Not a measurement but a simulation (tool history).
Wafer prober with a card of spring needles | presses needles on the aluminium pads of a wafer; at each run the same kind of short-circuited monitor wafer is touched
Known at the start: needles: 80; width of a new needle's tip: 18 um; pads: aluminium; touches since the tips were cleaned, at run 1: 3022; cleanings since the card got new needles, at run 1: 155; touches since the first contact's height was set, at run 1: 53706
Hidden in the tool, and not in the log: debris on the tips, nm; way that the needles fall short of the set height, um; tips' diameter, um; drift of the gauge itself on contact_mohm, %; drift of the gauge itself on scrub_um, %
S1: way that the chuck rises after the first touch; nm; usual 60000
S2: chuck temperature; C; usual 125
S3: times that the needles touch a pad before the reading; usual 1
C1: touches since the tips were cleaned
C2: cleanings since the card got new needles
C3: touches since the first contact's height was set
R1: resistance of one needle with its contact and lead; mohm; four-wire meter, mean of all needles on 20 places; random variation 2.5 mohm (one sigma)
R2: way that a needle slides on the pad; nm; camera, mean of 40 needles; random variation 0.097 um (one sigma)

| run | hour | S1 | S2 | S3 | C1 | C2 | C3 | R1 | R2 |
|---|---|---|---|---|---|---|---|---|---|
| 1 | 0 | 60000 | 125 | 1 | 3022 | 155 | 53706 | 468 | 11360 |
|  | 3.3 | tips cleaned on abrasive film |
|  | 19.7 | tips cleaned on abrasive film |
|  | 32.8 | tips cleaned on abrasive film |
|  | 45.9 | tips cleaned on abrasive film |
|  | 62.2 | tips cleaned on abrasive film |
| 2 | 64.6 | 60000 | 125 | 1 | 724 | 160 | 72949 | 379 | 11120 |
|  | 77.7 | tips cleaned on abrasive film |
|  | 94 | tips cleaned on abrasive film |
|  | 107.1 | tips cleaned on abrasive film |
|  | 120.2 | tips cleaned on abrasive film |
|  | 136.5 | tips cleaned on abrasive film |
| 3 | 148.7 | 54000 | 125 | 1 | 3643 | 165 | 98034 | 546 | 9930 |
|  | 152 | tips cleaned on abrasive film |
|  | 165.1 | tips cleaned on abrasive film |
|  | 178.2 | tips cleaned on abrasive film |
| 4 | 188 | 54000 | 48 | 1 | 2953 | 168 | 109759 | 523 | 9520 |
|  | 191.4 | tips cleaned on abrasive film |
|  | 207.8 | tips cleaned on abrasive film |
|  | 224.1 | tips cleaned on abrasive film |
| 5 | 234 | 60000 | 125 | 1 | 2966 | 171 | 123465 | 489 | 10820 |
|  | 237.3 | tips cleaned on abrasive film |
|  | 250.3 | tips cleaned on abrasive film |
|  | 263.4 | tips cleaned on abrasive film |
|  | 276.5 | tips cleaned on abrasive film |
|  | 292.8 | tips cleaned on abrasive film |
|  | 305.9 | tips cleaned on abrasive film |
| 6 | 315.1 | 60000 | 125 | 1 | 2754 | 177 | 147642 | 503 | 10730 |
|  | 321.7 | tips cleaned on abrasive film |
|  | 338 | tips cleaned on abrasive film |
|  | 351.1 | tips cleaned on abrasive film |
|  | 364.2 | tips cleaned on abrasive film |
| 7 | 367.1 | 60000 | 125 | 1 | 875 | 181 | 163137 | 385 | 10670 |
|  | 380.2 | tips cleaned on abrasive film |
|  | 396.5 | tips cleaned on abrasive film |
|  | 409.6 | tips cleaned on abrasive film |
|  | 422.7 | tips cleaned on abrasive film |
|  | 439.1 | tips cleaned on abrasive film |
| 8 | 449.1 | 60000 | 125 | 1 | 3014 | 186 | 187594 | 512 | 10660 |
|  | 452.4 | tips cleaned on abrasive film |
|  | 468.8 | tips cleaned on abrasive film |
|  | 481.9 | tips cleaned on abrasive film |
|  | 498.2 | tips cleaned on abrasive film |
| 9 | 499.6 | 60000 | 125 | 1 | 422 | 190 | 202634 | 371 | 10380 |
|  | 509.6 | height of the first contact set anew |
|  | 513 | tips cleaned on abrasive film |
|  | 526.1 | tips cleaned on abrasive film |
|  | 539.2 | tips cleaned on abrasive film |
|  | 552.2 | tips cleaned on abrasive film |
|  | 568.6 | tips cleaned on abrasive film |
| 10 | 580 | 70000 | 125 | 1 | 3434 | 195 | 20979 | 441 | 13220 |
|  | 583.4 | tips cleaned on abrasive film |
|  | 599.7 | tips cleaned on abrasive film |
|  | 616 | tips cleaned on abrasive film |
|  | 629.1 | tips cleaned on abrasive film |
|  | 645.5 | tips cleaned on abrasive film |
| 11 | 654.8 | 70000 | 125 | 1 | 2801 | 200 | 43275 | 440 | 13060 |
|  | 661.4 | tips cleaned on abrasive film |
|  | 674.5 | tips cleaned on abrasive film |
|  | 687.6 | tips cleaned on abrasive film |
|  | 703.9 | tips cleaned on abrasive film |
|  | 717 | tips cleaned on abrasive film |
| 12 | 724.2 | 70000 | 125 | 1 | 2171 | 205 | 63965 | 408 | 12880 |
|  | 730.8 | tips cleaned on abrasive film |
|  | 747.1 | tips cleaned on abrasive film |
| 13 | 759.8 | 44000 | 125 | 1 | 3796 | 207 | 74582 | 786 | 8130 |
|  | 763.1 | tips cleaned on abrasive film |
|  | 776.2 | tips cleaned on abrasive film |
|  | 792.5 | tips cleaned on abrasive film |
|  | 808.9 | tips cleaned on abrasive film |
|  | 825.2 | tips cleaned on abrasive film |
| 14 | 828.9 | 44000 | 125 | 1 | 1122 | 212 | 95198 | 531 | 7920 |
|  | 838.8 | tips cleaned on abrasive film |
|  | 851.9 | tips cleaned on abrasive film |
|  | 868.2 | tips cleaned on abrasive film |
| 15 | 878.6 | 44000 | 125 | 1 | 3128 | 215 | 110020 | 727 | 7860 |
|  | 882 | tips cleaned on abrasive film |
|  | 898.3 | tips cleaned on abrasive film |
|  | 911.4 | tips cleaned on abrasive film |
|  | 927.7 | tips cleaned on abrasive film |
|  | 940.8 | tips cleaned on abrasive film |
| 16 | 952.8 | 44000 | 125 | 1 | 3591 | 220 | 132129 | 784 | 7800 |
|  | 956.1 | tips cleaned on abrasive film |
|  | 972.5 | tips cleaned on abrasive film |
|  | 985.5 | tips cleaned on abrasive film |
|  | 1001.9 | tips cleaned on abrasive film |
| 17 | 1005.4 | 60000 | 125 | 1 | 1065 | 224 | 147815 | 423 | 10690 |
|  | 1015.3 | tips cleaned on abrasive film |
|  | 1028.4 | tips cleaned on abrasive film |
|  | 1041.4 | tips cleaned on abrasive film |
|  | 1057.8 | tips cleaned on abrasive film |
|  | 1070.9 | tips cleaned on abrasive film |
| 18 | 1076.6 | 53000 | 30 | 3 | 1722 | 229 | 169035 | 363 | 9350 |
|  | 1086.4 | tips cleaned on abrasive film |
|  | 1102.8 | tips cleaned on abrasive film |
|  | 1115.9 | tips cleaned on abrasive film |
|  | 1129 | tips cleaned on abrasive film |
|  | 1142 | tips cleaned on abrasive film |
| 19 | 1143.1 | 60000 | 43 | 2 | 317 | 234 | 188845 | 320 | 10610 |
|  | 1156.2 | tips cleaned on abrasive film |
|  | 1169.3 | tips cleaned on abrasive film |
|  | 1182.4 | tips cleaned on abrasive film |
|  | 1198.7 | tips cleaned on abrasive film |
|  | 1199 | height of the first contact set anew |
| 20 | 1207.9 | 60000 | 43 | 2 | 2667 | 238 | 2667 | 407 | 11440 |
|  | 1214.5 | tips cleaned on abrasive film |
|  | 1227.5 | tips cleaned on abrasive film |
|  | 1240.6 | tips cleaned on abrasive film |
| 21 | 1247.2 | 60000 | 43 | 2 | 1982 | 241 | 14396 | 370 | 11390 |
|  | 1253.8 | tips cleaned on abrasive film |
|  | 1266.9 | tips cleaned on abrasive film |
|  | 1280 | tips cleaned on abrasive film |
|  | 1293.1 | tips cleaned on abrasive film |
| 22 | 1301.4 | 44000 | 58 | 2 | 2499 | 245 | 30540 | 523 | 8330 |
|  | 1308 | tips cleaned on abrasive film |
|  | 1324.3 | tips cleaned on abrasive film |
|  | 1340.7 | tips cleaned on abrasive film |
| 23 | 1347.3 | 73000 | 47 | 2 | 2001 | 248 | 44238 | 359 | 13480 |
|  | 1354 | tips cleaned on abrasive film |
|  | 1367.1 | tips cleaned on abrasive film |
|  | 1380.2 | tips cleaned on abrasive film |
|  | 1393.2 | tips cleaned on abrasive film |
| 24 | 1398 | 67000 | 47 | 2 | 1436 | 252 | 59332 | 340 | 12300 |
|  | 1407.9 | tips cleaned on abrasive film |
|  | 1421 | tips cleaned on abrasive film |
|  | 1434 | tips cleaned on abrasive film |
|  | 1450.4 | tips cleaned on abrasive film |
| 25 | 1456.3 | 76000 | 53 | 1 | 1776 | 256 | 76703 | 371 | 14030 |

4 ways to go on from here, each from the tool as it stands after run 25. What would each give?
|  | 1466.1 | tips cleaned on abrasive film |
|  | 1479.2 | tips cleaned on abrasive film |
|  | 1492.3 | tips cleaned on abrasive film |
|  | 1508.6 | tips cleaned on abrasive film |
|  | 1521.7 | tips cleaned on abrasive film |
| A | 1531 | 45000 | 53 | 1 | 2770 | 261 | 98967 | ? | ? |
|  | 1466.1 | tips cleaned on abrasive film |
|  | 1479.2 | tips cleaned on abrasive film |
|  | 1492.3 | tips cleaned on abrasive film |
|  | 1508.6 | tips cleaned on abrasive film |
|  | 1521.7 | tips cleaned on abrasive film |
| B | 1531 | 64000 | 125 | 2 | 2770 | 261 | 98967 | ? | ? |
|  | 1466.1 | tips cleaned on abrasive film |
|  | 1479.2 | tips cleaned on abrasive film |
|  | 1492.3 | tips cleaned on abrasive film |
|  | 1508.6 | tips cleaned on abrasive film |
|  | 1521.7 | tips cleaned on abrasive film |
| C | 1531 | 66000 | 59 | 1 | 2770 | 261 | 98967 | ? | ? |
|  | 1466.1 | tips cleaned on abrasive film |
|  | 1479.2 | tips cleaned on abrasive film |
|  | 1492.3 | tips cleaned on abrasive film |
|  | 1508.6 | tips cleaned on abrasive film |
|  | 1521.7 | tips cleaned on abrasive film |
| D | 1531 | 60000 | 125 | 2 | 2770 | 261 | 98967 | ? | ? |

| run | R1 | R2 |
|---|---|---|
| A | 734 | 8200 |
| B | 423 | 11670 |
| C | 484 | 12080 |
| D | 439 | 10910 |
Without the tool's hidden state the same runs would have given:
| run | R1 | R2 |
|---|---|---|
| A | 277 | 8630 |
| B | 290 | 12100 |
| C | 267 | 12500 |
| D | 290 | 11340 |
